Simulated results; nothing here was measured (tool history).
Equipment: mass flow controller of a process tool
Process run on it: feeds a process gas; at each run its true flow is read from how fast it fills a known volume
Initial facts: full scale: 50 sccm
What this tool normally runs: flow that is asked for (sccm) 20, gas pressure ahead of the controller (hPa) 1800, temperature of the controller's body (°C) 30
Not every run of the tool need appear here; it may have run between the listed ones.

run,hour,flow that is asked for (sccm),gas pressure ahead of the controller (hPa),temperature of the controller's body (°C),true flow (%)
1,0,20,1800,30,98.75
2,69.5,20,1800,38,99.72
3,158.9,20,1800,38,99.71
4,203.6,8,1800,38,98.35
5,275,20,1800,30,98.63
6,344.5,20,1800,30,98.8
7,433.5,20,1800,30,98.8
8,494.6,20,1800,30,98.79
9,583.8,20,1800,27,98.39
10,654.6,17,2460,31,98.44
11,717.1,26,1940,26,98.75
12,789.6,20,2180,29,98.49
13,879.9,11,1800,24,97.07
14,949.3,20,1800,20,97.67
15,1032.3,46,1870,32,100.92
16,1104.1,44,1800,30,100.7
17,1197.3,16,1840,21,97.44

Here are 3 independent what-if runs from the current tool condition. What would each one return?
A,1240.1,25,2170,28,?
B,1240.1,20,1800,30,?
C,1240.1,7,1840,23,?

run,true flow (%)
A,98.92
B,98.66
C,96.15
Stripped of hidden state, with their random variation kept, the same runs would have yielded:
run,true flow (%)
A,98.81
B,98.66
C,97.23
